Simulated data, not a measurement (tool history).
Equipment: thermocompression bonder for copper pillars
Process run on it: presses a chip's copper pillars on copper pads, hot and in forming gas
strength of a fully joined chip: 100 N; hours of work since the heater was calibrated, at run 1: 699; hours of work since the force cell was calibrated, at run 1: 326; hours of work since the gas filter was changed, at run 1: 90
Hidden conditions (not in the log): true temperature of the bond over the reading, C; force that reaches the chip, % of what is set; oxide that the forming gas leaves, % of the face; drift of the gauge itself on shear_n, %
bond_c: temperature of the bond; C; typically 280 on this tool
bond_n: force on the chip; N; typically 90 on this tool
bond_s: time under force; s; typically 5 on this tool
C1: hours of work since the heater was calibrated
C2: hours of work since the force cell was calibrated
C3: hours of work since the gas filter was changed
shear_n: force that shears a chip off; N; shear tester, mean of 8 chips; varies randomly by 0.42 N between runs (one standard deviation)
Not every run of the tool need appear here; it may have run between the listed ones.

run 1 hour=0 | bond_c=280 bond_n=90 bond_s=5 | C1=699 C2=326 C3=90 | shear_n=68.8
run 2 hour=34.8 | bond_c=280 bond_n=90 bond_s=5 | C1=725 C2=352 C3=115 | shear_n=68.6
run 3 hour=68.1 | bond_c=280 bond_n=90 bond_s=5 | C1=750 C2=377 C3=140 | shear_n=67.9
run 4 hour=93.8 | bond_c=280 bond_n=90 bond_s=5 | C1=769 C2=396 C3=159 | shear_n=68.1
run 5 hour=124.3 | bond_c=280 bond_n=90 bond_s=5 | C1=792 C2=419 C3=182 | shear_n=67.5
-- hour=148.5 heater calibrated with a thermocouple chip
run 6 hour=148.5 | bond_c=258 bond_n=90 bond_s=5 | C1=0 C2=435 C3=199 | shear_n=62
run 7 hour=171.5 | bond_c=258 bond_n=90 bond_s=5 | C1=17 C2=452 C3=216 | shear_n=61.9
run 8 hour=195.2 | bond_c=258 bond_n=90 bond_s=5 | C1=35 C2=470 C3=233 | shear_n=61.4
run 9 hour=246 | bond_c=301 bond_n=56 bond_s=3 | C1=73 C2=508 C3=271 | shear_n=56.8
run 10 hour=275.9 | bond_c=301 bond_n=56 bond_s=3 | C1=95 C2=530 C3=294 | shear_n=56.7
run 11 hour=319 | bond_c=280 bond_n=90 bond_s=8 | C1=127 C2=562 C3=326 | shear_n=78
run 12 hour=368.6 | bond_c=280 bond_n=90 bond_s=8 | C1=164 C2=599 C3=363 | shear_n=78.4

Each row is a separate what-if for the run after 12, all from the same tool condition, not one after another. Results?
run A hour=410.9 | bond_c=267 bond_n=90 bond_s=8 | C1=196 C2=631 C3=394 | shear_n=?
run B hour=410.9 | bond_c=280 bond_n=109 bond_s=5 | C1=196 C2=631 C3=394 | shear_n=?
run C hour=410.9 | bond_c=265 bond_n=90 bond_s=5 | C1=196 C2=631 C3=394 | shear_n=?
run D hour=410.9 | bond_c=280 bond_n=95 bond_s=8 | C1=196 C2=631 C3=394 | shear_n=?

run=A shear_n=72.3
run=B shear_n=75
run=C shear_n=63.3
run=D shear_n=79
What these runs would have given with no unlogged condition in the tool:
run=A shear_n=74.9
run=B shear_n=77.6
run=C shear_n=65.7
run=D shear_n=81.8

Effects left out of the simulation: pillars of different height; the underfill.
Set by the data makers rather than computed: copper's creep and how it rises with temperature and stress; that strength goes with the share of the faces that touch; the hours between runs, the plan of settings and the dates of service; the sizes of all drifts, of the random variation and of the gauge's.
